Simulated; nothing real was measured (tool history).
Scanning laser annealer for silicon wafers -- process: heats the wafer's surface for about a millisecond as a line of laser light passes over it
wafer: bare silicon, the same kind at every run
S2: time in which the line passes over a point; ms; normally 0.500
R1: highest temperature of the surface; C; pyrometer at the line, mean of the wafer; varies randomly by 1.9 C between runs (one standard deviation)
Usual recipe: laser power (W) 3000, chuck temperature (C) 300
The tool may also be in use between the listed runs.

{"run": 1, "hour": 0.0, "laser power (W)": 3000, "S2": 0.5, "chuck temperature (C)": 300, "R1": 1060}
{"run": 2, "hour": 6.8, "laser power (W)": 3000, "S2": 0.362, "chuck temperature (C)": 300, "R1": 933}
{"run": 3, "hour": 16.5, "laser power (W)": 3000, "S2": 0.362, "chuck temperature (C)": 300, "R1": 934}
{"run": 4, "hour": 25.9, "laser power (W)": 3000, "S2": 0.362, "chuck temperature (C)": 300, "R1": 934}
{"run": 5, "hour": 30.7, "laser power (W)": 3000, "S2": 0.362, "chuck temperature (C)": 300, "R1": 931}
{"run": 6, "hour": 36.2, "laser power (W)": 2884, "S2": 0.5, "chuck temperature (C)": 300, "R1": 1033}
{"run": 7, "hour": 43.6, "laser power (W)": 2884, "S2": 0.5, "chuck temperature (C)": 300, "R1": 1029}
{"run": 8, "hour": 49.2, "laser power (W)": 3000, "S2": 0.5, "chuck temperature (C)": 300, "R1": 1056}
{"run": 9, "hour": 57.5, "laser power (W)": 3000, "S2": 0.5, "chuck temperature (C)": 300, "R1": 1059}
{"run": 10, "hour": 65.0, "laser power (W)": 3000, "S2": 0.417, "chuck temperature (C)": 300, "R1": 986}
{"run": 11, "hour": 74.3, "laser power (W)": 3000, "S2": 0.417, "chuck temperature (C)": 300, "R1": 983}
{"run": 12, "hour": 84.3, "laser power (W)": 3000, "S2": 0.417, "chuck temperature (C)": 300, "R1": 982}
{"run": 13, "hour": 91.9, "laser power (W)": 3000, "S2": 0.5, "chuck temperature (C)": 300, "R1": 1057}
{"run": 14, "hour": 99.6, "laser power (W)": 3000, "S2": 0.5, "chuck temperature (C)": 300, "R1": 1058}
{"run": 15, "hour": 109.0, "laser power (W)": 3269, "S2": 0.5, "chuck temperature (C)": 300, "R1": 1119}
{"run": 16, "hour": 118.5, "laser power (W)": 2853, "S2": 0.5, "chuck temperature (C)": 280, "R1": 1002}
{"run": 17, "hour": 128.5, "laser power (W)": 2945, "S2": 0.595, "chuck temperature (C)": 337, "R1": 1153}
{"run": 18, "hour": 133.3, "laser power (W)": 3294, "S2": 0.375, "chuck temperature (C)": 340, "R1": 1041}
{"run": 19, "hour": 139.8, "laser power (W)": 3000, "S2": 0.555, "chuck temperature (C)": 295, "R1": 1095}
{"run": 20, "hour": 144.0, "laser power (W)": 3000, "S2": 0.555, "chuck temperature (C)": 295, "R1": 1099}
{"run": 21, "hour": 152.6, "laser power (W)": 3000, "S2": 0.555, "chuck temperature (C)": 295, "R1": 1096}
{"run": 22, "hour": 160.1, "laser power (W)": 3000, "S2": 0.555, "chuck temperature (C)": 295, "R1": 1093}
{"run": 23, "hour": 169.0, "laser power (W)": 3000, "S2": 0.555, "chuck temperature (C)": 295, "R1": 1094}
{"run": 24, "hour": 176.0, "laser power (W)": 3000, "S2": 0.555, "chuck temperature (C)": 295, "R1": 1093}
{"run": 25, "hour": 185.2, "laser power (W)": 3000, "S2": 0.467, "chuck temperature (C)": 300, "R1": 1025}
{"run": 26, "hour": 193.7, "laser power (W)": 3116, "S2": 0.467, "chuck temperature (C)": 333, "R1": 1081}
{"run": 27, "hour": 198.5, "laser power (W)": 2883, "S2": 0.55, "chuck temperature (C)": 275, "R1": 1041}
{"run": 28, "hour": 205.6, "laser power (W)": 2994, "S2": 0.614, "chuck temperature (C)": 300, "R1": 1141}
{"run": 29, "hour": 209.8, "laser power (W)": 2994, "S2": 0.614, "chuck temperature (C)": 300, "R1": 1142}
{"run": 30, "hour": 219.5, "laser power (W)": 2678, "S2": 0.44, "chuck temperature (C)": 300, "R1": 928}

Predict each of these 5 candidate next runs independently; none follows another, all start after run 30:
{"run": "A", "hour": 227.3, "laser power (W)": 2933, "S2": 0.365, "chuck temperature (C)": 327, "R1": "?"}
{"run": "B", "hour": 227.3, "laser power (W)": 2967, "S2": 0.478, "chuck temperature (C)": 300, "R1": "?"}
{"run": "C", "hour": 227.3, "laser power (W)": 2619, "S2": 0.366, "chuck temperature (C)": 304, "R1": "?"}
{"run": "D", "hour": 227.3, "laser power (W)": 3000, "S2": 0.507, "chuck temperature (C)": 300, "R1": "?"}
{"run": "E", "hour": 227.3, "laser power (W)": 3165, "S2": 0.44, "chuck temperature (C)": 296, "R1": "?"}

run=A R1=943
run=B R1=1028
run=C R1=867
run=D R1=1060
run=E R1=1032
Without the tool's hidden state the same runs would have given:
run=A R1=981
run=B R1=1072
run=C R1=901
run=D R1=1107
run=E R1=1077
